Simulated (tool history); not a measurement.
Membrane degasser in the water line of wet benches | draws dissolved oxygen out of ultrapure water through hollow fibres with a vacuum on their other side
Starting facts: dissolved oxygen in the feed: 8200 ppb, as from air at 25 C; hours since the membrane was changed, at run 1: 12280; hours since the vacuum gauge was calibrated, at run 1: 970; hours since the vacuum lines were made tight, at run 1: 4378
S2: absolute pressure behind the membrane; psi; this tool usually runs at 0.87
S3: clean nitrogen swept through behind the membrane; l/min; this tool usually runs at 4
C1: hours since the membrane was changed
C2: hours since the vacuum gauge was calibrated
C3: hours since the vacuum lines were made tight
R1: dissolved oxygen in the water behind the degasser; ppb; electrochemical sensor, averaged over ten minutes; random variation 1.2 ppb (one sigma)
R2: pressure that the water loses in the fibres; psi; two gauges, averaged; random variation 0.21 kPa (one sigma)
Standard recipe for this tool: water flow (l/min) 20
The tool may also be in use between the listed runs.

run 1 hour=0 | water_flow_(l/min)=20 S2=0.87 S3=4 | C1=12280 C2=970 C3=4378 | R1=120 R2=7.152
run 2 hour=233.6 | water_flow_(l/min)=20 S2=0.87 S3=4 | C1=12513 C2=1204 C3=4611 | R1=121.5 R2=7.194
run 3 hour=459.9 | water_flow_(l/min)=20 S2=0.87 S3=4.63 | C1=12739 C2=1430 C3=4838 | R1=117.5 R2=7.104
run 4 hour=692.7 | water_flow_(l/min)=20 S2=0.87 S3=2.67 | C1=12972 C2=1663 C3=5071 | R1=138.3 R2=7.192
run 5 hour=931.3 | water_flow_(l/min)=20 S2=0.87 S3=2.67 | C1=13211 C2=1901 C3=5309 | R1=137.7 R2=7.152
run 6 hour=1205.8 | water_flow_(l/min)=20 S2=0.87 S3=2.67 | C1=13485 C2=2176 C3=5584 | R1=134.7 R2=7.084
run 7 hour=1382.4 | water_flow_(l/min)=20 S2=0.87 S3=2.67 | C1=13662 C2=2352 C3=5760 | R1=139.1 R2=7.105
run 8 hour=1580.4 | water_flow_(l/min)=20 S2=0.87 S3=4.37 | C1=13860 C2=2550 C3=5958 | R1=116 R2=7.072
run 9 hour=1797.3 | water_flow_(l/min)=20 S2=0.87 S3=4.37 | C1=14077 C2=2767 C3=6175 | R1=116.2 R2=7.165
run 10 hour=2075.4 | water_flow_(l/min)=20 S2=0.87 S3=4.37 | C1=14355 C2=3045 C3=6453 | R1=119.1 R2=7.161
run 11 hour=2261.8 | water_flow_(l/min)=20 S2=0.793 S3=4 | C1=14541 C2=3232 C3=6640 | R1=115.7 R2=7.101
run 12 hour=2569 | water_flow_(l/min)=20 S2=2.083 S3=4.12 | C1=14849 C2=3539 C3=6947 | R1=218.8 R2=7.06
run 13 hour=2875.8 | water_flow_(l/min)=20 S2=2.083 S3=4.12 | C1=15155 C2=3846 C3=7254 | R1=215 R2=7.11
run 14 hour=3165.3 | water_flow_(l/min)=20 S2=2.083 S3=4.12 | C1=15445 C2=4135 C3=7543 | R1=215.4 R2=7.136
run 15 hour=3477 | water_flow_(l/min)=20 S2=0.775 S3=4.33 | C1=15757 C2=4447 C3=7855 | R1=112.1 R2=7.087
run 16 hour=3651.7 | water_flow_(l/min)=13 S2=0.775 S3=4.33 | C1=15931 C2=4622 C3=8030 | R1=51.4 R2=4.631
run 17 hour=3889.1 | water_flow_(l/min)=25 S2=0.87 S3=1.94 | C1=16169 C2=4859 C3=8267 | R1=211.7 R2=8.888
run 18 hour=4060.9 | water_flow_(l/min)=25 S2=0.615 S3=1.94 | C1=16340 C2=5031 C3=8439 | R1=162.8 R2=8.82
run 19 hour=4204 | water_flow_(l/min)=25 S2=1.239 S3=6.95 | C1=16483 C2=5174 C3=8582 | R1=179.6 R2=8.849
run 20 hour=4445 | water_flow_(l/min)=25 S2=1.239 S3=6.95 | C1=16725 C2=5415 C3=8823 | R1=177.1 R2=8.77
run 21 hour=4686 | water_flow_(l/min)=24 S2=1.649 S3=4 | C1=16966 C2=5656 C3=9064 | R1=234 R2=8.483
run 22 hour=4874.8 | water_flow_(l/min)=24 S2=1.649 S3=4 | C1=17154 C2=5845 C3=9253 | R1=233.1 R2=8.511

Results for each run, recomputed without the tool's hidden state and with each run's random variation untouched:
Hidden conditions of the tool in this case: membrane still open, %; true pressure behind the membrane over the reading, kPa; air that leaks in behind the membrane, l/min; drift of the gauge itself on oxygen_ppb, %; drift of the gauge itself on loss_of_pressure_kpa, %.
run=1 R2=7.149
run=2 R2=7.195
run=3 R2=7.111
run=4 R2=7.204
run=5 R2=7.168
run=6 R2=7.107
run=7 R2=7.133
run=8 R2=7.102
run=9 R2=7.201
run=10 R2=7.203
run=11 R2=7.146
run=12 R2=7.113
run=13 R2=7.169
run=14 R2=7.203
run=15 R2=7.161
run=16 R2=4.682
run=17 R2=8.991
run=18 R2=8.926
run=19 R2=8.96
run=20 R2=8.886
run=21 R2=8.602
run=22 R2=8.636
R1: differs from the measured result by no more than 0.4 ppb in any run.
